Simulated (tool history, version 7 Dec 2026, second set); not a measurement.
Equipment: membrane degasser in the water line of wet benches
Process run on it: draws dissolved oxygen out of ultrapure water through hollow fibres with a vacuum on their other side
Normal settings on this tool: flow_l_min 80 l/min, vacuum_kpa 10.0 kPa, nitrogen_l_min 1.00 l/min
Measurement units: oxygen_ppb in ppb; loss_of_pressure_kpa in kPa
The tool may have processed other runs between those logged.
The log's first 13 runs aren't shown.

run	hour	flow_l_min	vacuum_kpa	nitrogen_l_min	oxygen_ppb	loss_of_pressure_kpa
14	808.3	80	15.9	1.00	1486.9	32.29
15	842.4	80	15.9	1.00	1482.9	32.11
16	876.9	80	23.5	1.00	2180.1	32.16
17	951.6	125	10.0	1.00	1135.5	50.54
18	986.1	50	10.0	1.00	616.0	20.10
19	1060.1	50	10.0	1.00	610.0	20.40
20	1109.6	73	20.1	0.88	1928.6	29.43
21	1167.9	100	11.9	0.88	1307.8	40.43
22	1204.8	100	11.3	0.65	1440.5	40.35
23	1258.9	49	10.0	1.10	560.2	19.80
24	1315.6	80	12.5	0.42	1788.8	32.24
25	1365.9	80	12.5	0.42	1781.2	32.59
26	1431.9	94	10.0	0.86	1034.2	37.83
27	1481.8	93	20.3	1.91	1385.1	37.72
28	1552.8	85	12.5	1.91	753.5	34.54
# hour 1582.6: vacuum gauge calibrated
29	1625.2	102	15.9	0.44	2561.1	41.39
30	1675.5	52	13.3	2.97	383.2	20.93
31	1754.6	95	23.6	1.76	1733.7	38.24
32	1789.5	107	10.0	1.00	1028.3	43.23
33	1864.2	59	15.8	0.49	1852.2	24.02

Each row is a separate what-if for the run after 33, all from the same tool condition, not one after another. Results?
A	1901.3	69	15.8	1.20	?	?
B	1901.3	91	15.8	0.64	?	?
C	1901.3	59	6.0	0.49	?	?

run	oxygen_ppb	loss_of_pressure_kpa
A	1180.2	27.90
B	2023.2	36.19
C	463.0	23.92
Take away the tool's hidden state, keep each run's random variation, and the runs would have read:
run	oxygen_ppb	loss_of_pressure_kpa
A	1180.2	27.89
B	2023.3	36.17
C	462.9	23.91
